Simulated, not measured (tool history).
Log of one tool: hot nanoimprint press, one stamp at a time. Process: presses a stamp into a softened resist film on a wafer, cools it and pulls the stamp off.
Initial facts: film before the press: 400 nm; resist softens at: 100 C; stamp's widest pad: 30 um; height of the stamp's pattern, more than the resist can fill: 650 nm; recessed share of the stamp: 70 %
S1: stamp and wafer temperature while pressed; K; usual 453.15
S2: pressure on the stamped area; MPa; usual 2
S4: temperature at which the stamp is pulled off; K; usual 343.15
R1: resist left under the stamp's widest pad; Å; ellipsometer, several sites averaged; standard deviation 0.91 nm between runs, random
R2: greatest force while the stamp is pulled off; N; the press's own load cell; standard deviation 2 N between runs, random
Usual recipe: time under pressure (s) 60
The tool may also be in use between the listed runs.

Run 1, hour 0: usual settings. Result: R1 1397 Å, R2 148 N.
Run 2, hour 10.7: usual settings. Result: R1 1406 Å, R2 150 N.
Run 3, hour 20.1: usual settings but time under pressure (s) 46. Result: R1 1562 Å, R2 149 N.
Run 4, hour 29.6: usual settings but time under pressure (s) 46. Result: R1 1546 Å, R2 147 N.
Run 5, hour 43.2: usual settings but time under pressure (s) 46. Result: R1 1551 Å, R2 150 N.
Run 6, hour 55.6: usual settings but time under pressure (s) 46. Result: R1 1544 Å, R2 145 N.
Run 7, hour 69.8: usual settings but S1 446.15 K. Result: R1 1896 Å, R2 148 N.
Run 8, hour 78.4: usual settings but S1 446.15 K. Result: R1 1910 Å, R2 150 N.
Run 9, hour 91.5: usual settings. Result: R1 1386 Å, R2 147 N.
Run 10, hour 107.2: usual settings. Result: R1 1403 Å, R2 149 N.
Run 11, hour 118.2: usual settings but S2 2.53 MPa. Result: R1 1241 Å, R2 149 N.
Run 12, hour 128.9: usual settings but S2 2.53 MPa. Result: R1 1239 Å, R2 149 N.
Run 13, hour 137.1: usual settings but S2 2.53 MPa. Result: R1 1237 Å, R2 147 N.
Run 14, hour 147.3: usual settings but S2 2.53 MPa. Result: R1 1243 Å, R2 146 N.

Forecast run 15:
Run 15, hour 154.8: usual settings. Result: R1 ?, R2 ?.

Run 15 gave R1 1407 Å, R2 151 N.
Take away the tool's hidden state, keep the run-to-run variation as it was, and the same run would have given R1 1406 Å, R2 150 N.
